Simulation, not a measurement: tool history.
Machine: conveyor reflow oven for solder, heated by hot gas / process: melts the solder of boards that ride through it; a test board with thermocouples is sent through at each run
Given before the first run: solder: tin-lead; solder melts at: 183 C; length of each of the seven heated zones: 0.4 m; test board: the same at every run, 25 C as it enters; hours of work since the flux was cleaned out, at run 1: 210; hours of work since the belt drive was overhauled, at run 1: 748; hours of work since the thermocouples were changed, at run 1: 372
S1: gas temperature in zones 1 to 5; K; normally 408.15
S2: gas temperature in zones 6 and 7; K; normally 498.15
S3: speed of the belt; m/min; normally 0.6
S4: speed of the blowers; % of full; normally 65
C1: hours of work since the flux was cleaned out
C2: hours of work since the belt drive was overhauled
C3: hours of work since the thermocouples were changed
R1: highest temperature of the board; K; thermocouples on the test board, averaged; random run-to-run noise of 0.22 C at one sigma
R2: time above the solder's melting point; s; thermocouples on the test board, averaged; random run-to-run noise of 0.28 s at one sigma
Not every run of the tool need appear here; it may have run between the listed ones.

{"run": 1, "hour": 0.0, "S1": 408.15, "S2": 498.15, "S3": 0.6, "S4": 65, "C1": 210, "C2": 748, "C3": 372, "R1": 483.55, "R2": 53.6}
{"hour": 16.9, "done": "flux residue cleaned out of gas plates and filters"}
{"run": 2, "hour": 46.0, "S1": 404.15, "S2": 498.15, "S3": 0.6, "S4": 65, "C1": 23, "C2": 780, "C3": 404, "R1": 484.15, "R2": 53.9}
{"run": 3, "hour": 81.4, "S1": 404.15, "S2": 498.15, "S3": 0.6, "S4": 65, "C1": 50, "C2": 808, "C3": 432, "R1": 483.75, "R2": 53.4}
{"run": 4, "hour": 131.3, "S1": 408.15, "S2": 498.15, "S3": 0.6, "S4": 65, "C1": 89, "C2": 846, "C3": 471, "R1": 484.85, "R2": 54.8}
{"run": 5, "hour": 184.5, "S1": 408.15, "S2": 498.15, "S3": 0.6, "S4": 65, "C1": 131, "C2": 888, "C3": 512, "R1": 484.95, "R2": 55.3}
{"run": 6, "hour": 227.4, "S1": 408.15, "S2": 498.15, "S3": 0.6, "S4": 55, "C1": 164, "C2": 921, "C3": 546, "R1": 481.75, "R2": 51.4}
{"run": 7, "hour": 270.3, "S1": 408.15, "S2": 498.15, "S3": 0.6, "S4": 55, "C1": 197, "C2": 955, "C3": 579, "R1": 481.75, "R2": 51}
{"hour": 303.8, "done": "flux residue cleaned out of gas plates and filters"}
{"run": 8, "hour": 323.2, "S1": 408.15, "S2": 498.15, "S3": 0.6, "S4": 55, "C1": 15, "C2": 992, "C3": 616, "R1": 483.25, "R2": 53.2}
{"run": 9, "hour": 363.8, "S1": 408.15, "S2": 498.15, "S3": 0.6, "S4": 65, "C1": 47, "C2": 1024, "C3": 648, "R1": 485.65, "R2": 56.3}
{"run": 10, "hour": 399.7, "S1": 408.15, "S2": 498.15, "S3": 0.6, "S4": 65, "C1": 75, "C2": 1052, "C3": 676, "R1": 485.65, "R2": 56}
{"run": 11, "hour": 444.6, "S1": 408.15, "S2": 498.15, "S3": 0.6, "S4": 70, "C1": 110, "C2": 1087, "C3": 711, "R1": 486.65, "R2": 57.9}
{"run": 12, "hour": 490.9, "S1": 401.15, "S2": 498.15, "S3": 0.6, "S4": 65, "C1": 146, "C2": 1123, "C3": 747, "R1": 484.15, "R2": 52.6}
{"run": 13, "hour": 542.7, "S1": 401.15, "S2": 498.15, "S3": 0.6, "S4": 65, "C1": 186, "C2": 1163, "C3": 787, "R1": 484.15, "R2": 52}
{"run": 14, "hour": 580.9, "S1": 401.15, "S2": 498.15, "S3": 0.6, "S4": 65, "C1": 216, "C2": 1193, "C3": 817, "R1": 483.75, "R2": 52.1}
{"hour": 590.7, "done": "flux residue cleaned out of gas plates and filters"}
{"run": 15, "hour": 637.2, "S1": 393.15, "S2": 498.15, "S3": 0.6, "S4": 65, "C1": 36, "C2": 1233, "C3": 857, "R1": 483.75, "R2": 50}
{"run": 16, "hour": 680.8, "S1": 393.15, "S2": 498.15, "S3": 0.6, "S4": 65, "C1": 70, "C2": 1267, "C3": 891, "R1": 483.75, "R2": 49.7}
{"run": 17, "hour": 716.9, "S1": 393.15, "S2": 498.15, "S3": 0.6, "S4": 65, "C1": 98, "C2": 1295, "C3": 919, "R1": 483.55, "R2": 49.6}
{"hour": 761.8, "done": "thermocouples of zones 6 and 7 changed"}
{"run": 18, "hour": 763.0, "S1": 393.15, "S2": 498.15, "S3": 0.6, "S4": 71, "C1": 133, "C2": 1329, "C3": 1, "R1": 481.85, "R2": 48}
{"run": 19, "hour": 806.6, "S1": 393.15, "S2": 498.15, "S3": 0.6, "S4": 71, "C1": 167, "C2": 1363, "C3": 35, "R1": 481.55, "R2": 48.2}
{"run": 20, "hour": 858.3, "S1": 393.15, "S2": 498.15, "S3": 0.6, "S4": 71, "C1": 207, "C2": 1403, "C3": 75, "R1": 481.15, "R2": 48.1}
{"hour": 879.0, "done": "flux residue cleaned out of gas plates and filters"}
{"run": 21, "hour": 903.2, "S1": 393.15, "S2": 498.15, "S3": 0.6, "S4": 71, "C1": 19, "C2": 1434, "C3": 106, "R1": 482.95, "R2": 49.9}
{"run": 22, "hour": 939.5, "S1": 393.15, "S2": 500.15, "S3": 0.582, "S4": 82, "C1": 47, "C2": 1463, "C3": 135, "R1": 488.15, "R2": 57.3}
{"run": 23, "hour": 988.0, "S1": 408.15, "S2": 492.15, "S3": 0.586, "S4": 59, "C1": 85, "C2": 1500, "C3": 172, "R1": 478.05, "R2": 50}
{"run": 24, "hour": 1011.3, "S1": 408.15, "S2": 494.15, "S3": 0.6, "S4": 65, "C1": 103, "C2": 1519, "C3": 190, "R1": 480.45, "R2": 51.6}
{"hour": 1029.3, "done": "belt drive overhauled, speed set with a stopwatch"}
{"run": 25, "hour": 1053.8, "S1": 408.15, "S2": 504.15, "S3": 0.672, "S4": 60, "C1": 133, "C2": 19, "C3": 220, "R1": 482.45, "R2": 44.6}
{"run": 26, "hour": 1088.2, "S1": 403.15, "S2": 500.15, "S3": 0.672, "S4": 60, "C1": 160, "C2": 46, "C3": 247, "R1": 478.05, "R2": 38.5}
{"run": 27, "hour": 1111.1, "S1": 403.15, "S2": 500.15, "S3": 0.672, "S4": 57, "C1": 178, "C2": 64, "C3": 265, "R1": 477.25, "R2": 38.1}
{"run": 28, "hour": 1141.4, "S1": 403.15, "S2": 500.15, "S3": 0.672, "S4": 57, "C1": 201, "C2": 87, "C3": 289, "R1": 477.45, "R2": 37.6}
{"hour": 1166.9, "done": "flux residue cleaned out of gas plates and filters"}
{"run": 29, "hour": 1195.2, "S1": 403.15, "S2": 500.15, "S3": 0.672, "S4": 57, "C1": 22, "C2": 125, "C3": 327, "R1": 478.65, "R2": 38.9}
{"run": 30, "hour": 1235.5, "S1": 423.15, "S2": 500.15, "S3": 0.672, "S4": 79, "C1": 53, "C2": 157, "C3": 358, "R1": 487.75, "R2": 56.9}
{"run": 31, "hour": 1281.3, "S1": 420.15, "S2": 505.15, "S3": 0.701, "S4": 65, "C1": 89, "C2": 192, "C3": 394, "R1": 486.75, "R2": 51.1}

Alternative continuations, all from the tool just after run 31; predict every row:
{"run": "A", "hour": 1321.1, "S1": 420.15, "S2": 505.15, "S3": 0.663, "S4": 65, "C1": 120, "C2": 223, "C3": 425, "R1": "?", "R2": "?"}
{"run": "B", "hour": 1321.1, "S1": 408.15, "S2": 498.15, "S3": 0.71, "S4": 65, "C1": 120, "C2": 223, "C3": 425, "R1": "?", "R2": "?"}
{"run": "C", "hour": 1321.1, "S1": 417.15, "S2": 498.15, "S3": 0.593, "S4": 84, "C1": 120, "C2": 223, "C3": 425, "R1": "?", "R2": "?"}

run=A R1=488.65 R2=55.3
run=B R1=478.05 R2=37.8
run=C R1=488.45 R2=63.3
The same runs, with their run-to-run variation unchanged, on a tool lacking any hidden condition would have given:
run=A R1=488.05 R2=54.8
run=B R1=477.55 R2=37.3
run=C R1=487.65 R2=62.7

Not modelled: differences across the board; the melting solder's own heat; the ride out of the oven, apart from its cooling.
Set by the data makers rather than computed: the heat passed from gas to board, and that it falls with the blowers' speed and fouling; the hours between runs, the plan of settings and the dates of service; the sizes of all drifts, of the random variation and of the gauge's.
